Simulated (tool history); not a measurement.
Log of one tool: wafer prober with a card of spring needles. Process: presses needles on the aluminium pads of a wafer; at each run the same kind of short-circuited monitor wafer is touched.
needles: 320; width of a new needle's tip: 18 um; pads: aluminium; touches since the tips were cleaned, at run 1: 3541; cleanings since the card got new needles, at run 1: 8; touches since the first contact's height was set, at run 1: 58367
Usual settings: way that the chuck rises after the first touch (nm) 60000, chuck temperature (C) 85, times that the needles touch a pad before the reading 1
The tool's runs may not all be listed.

run	hour	way that the chuck rises after the first touch (nm)	chuck temperature (C)	times that the needles touch a pad before the reading	touches since the tips were cleaned	cleanings since the card got new needles	touches since the first contact's height was set	resistance of one needle with its contact and lead (mohm)	way that a needle slides on the pad (nm)
1	0	60000	85	1	3541	8	58367	373	10590
# hour 13.9: tips cleaned on abrasive film
2	40.6	60000	85	1	5645	9	66929	392	10560
# hour 44.2: tips cleaned on abrasive film
# hour 73.6: tips cleaned on abrasive film
3	77.9	45000	85	1	911	11	74775	347	7870
# hour 101.8: tips cleaned on abrasive film
4	122.7	45000	85	1	4420	12	84245	445	7880
# hour 130.4: tips cleaned on abrasive film
# hour 160.2: tips cleaned on abrasive film
5	160.2	60000	85	1	0	14	92132	302	10530
# hour 188.2: tips cleaned on abrasive film
6	203.7	60000	85	1	3282	15	101304	370	10490
# hour 216: tips cleaned on abrasive film
# hour 245.3: tips cleaned on abrasive film
7	245.3	60000	85	1	0	17	110064	297	10430
# hour 275.1: tips cleaned on abrasive film
8	280.9	60000	85	1	1220	18	117567	333	10470
# hour 304.1: tips cleaned on abrasive film
9	327.8	60000	85	1	5027	19	127476	387	10430
# hour 332.6: tips cleaned on abrasive film
# hour 362.6: tips cleaned on abrasive film
10	364.9	60000	85	1	480	21	135272	312	10430
# hour 367.8: height of the first contact set anew
# hour 392.5: tips cleaned on abrasive film
11	408.8	60000	85	1	3438	22	8640	372	10270
# hour 423.3: tips cleaned on abrasive film
12	448.9	60000	85	1	5427	23	17106	394	10260
# hour 452: tips cleaned on abrasive film
# hour 481.7: tips cleaned on abrasive film
# hour 486.5: height of the first contact set anew, once more
13	492.3	60000	85	3	2181	25	1221	309	10690
# hour 511.4: tips cleaned on abrasive film
14	527.5	60000	85	3	3420	26	8661	316	10620
# hour 539.1: tips cleaned on abrasive film
15	551.9	65000	85	3	2722	27	13795	308	11550
# hour 567.5: tips cleaned on abrasive film
# hour 595.5: tips cleaned on abrasive film
16	599.4	65000	85	3	835	29	23801	296	11510
# hour 624.6: tips cleaned on abrasive film
17	637.4	65000	85	3	2706	30	31814	306	11510
# hour 655.4: tips cleaned on abrasive film
18	678.8	65000	85	3	4941	31	40548	321	11480
# hour 683.6: tips cleaned on abrasive film
# hour 711.2: tips cleaned on abrasive film
19	722.4	41000	65	3	2370	33	49736	342	7170
# hour 739.7: tips cleaned on abrasive film
# hour 770.8: tips cleaned on abrasive film
20	770.9	44000	97	3	17	35	59936	309	7710
# hour 799.2: tips cleaned on abrasive film
21	804.6	60000	40	1	1137	36	67050	317	10570
# hour 826.7: tips cleaned on abrasive film
22	847.3	60000	40	1	4353	37	76058	376	10510
# hour 857.1: tips cleaned on abrasive film
23	882.2	52000	85	1	5312	38	83431	426	9080
# hour 886.3: tips cleaned on abrasive film
# hour 915.1: tips cleaned on abrasive film
24	932.9	52000	85	1	3778	40	94113	389	9080
# hour 943.2: tips cleaned on abrasive film
# hour 973.8: tips cleaned on abrasive film
25	980.5	70000	89	2	1414	42	104129	305	12260
# hour 1001.5: tips cleaned on abrasive film
26	1027.4	70000	89	2	5496	43	114042	335	12260
# hour 1031.6: tips cleaned on abrasive film
# hour 1061.9: tips cleaned on abrasive film
27	1071.2	61000	46	3	1970	45	123249	301	10610
# hour 1091.7: tips cleaned on abrasive film
28	1106.5	50000	85	1	3128	46	130694	401	8630
# hour 1123: tips cleaned on abrasive film
# hour 1130.4: height of the first contact set anew
29	1145.5	79000	85	1	4705	47	3197	342	14030
# hour 1152.6: tips cleaned on abrasive film
# hour 1181.1: tips cleaned on abrasive film
30	1192.5	79000	42	1	2416	49	13089	312	14060
# hour 1211.4: tips cleaned on abrasive film
31	1231.8	57000	85	2	4327	50	21391	347	10100

4 ways to go on from here, each from the tool as it stands after run 31. What would each give?
# hour 1239: tips cleaned on abrasive film
A	1265.3	57000	48	2	5561	51	28445	?	?
# hour 1239: tips cleaned on abrasive film
B	1265.3	68000	85	2	5561	51	28445	?	?
# hour 1239: tips cleaned on abrasive film
C	1265.3	60000	70	2	5561	51	28445	?	?
# hour 1239: tips cleaned on abrasive film
D	1265.3	60000	41	1	5561	51	28445	?	?

run	resistance of one needle with its contact and lead (mohm)	way that a needle slides on the pad (nm)
A	355	10060
B	341	12020
C	348	10630
D	388	10640
Without the tool's hidden state the same runs would have given:
run	resistance of one needle with its contact and lead (mohm)	way that a needle slides on the pad (nm)
A	282	10110
B	291	12070
C	284	10680
D	277	10690

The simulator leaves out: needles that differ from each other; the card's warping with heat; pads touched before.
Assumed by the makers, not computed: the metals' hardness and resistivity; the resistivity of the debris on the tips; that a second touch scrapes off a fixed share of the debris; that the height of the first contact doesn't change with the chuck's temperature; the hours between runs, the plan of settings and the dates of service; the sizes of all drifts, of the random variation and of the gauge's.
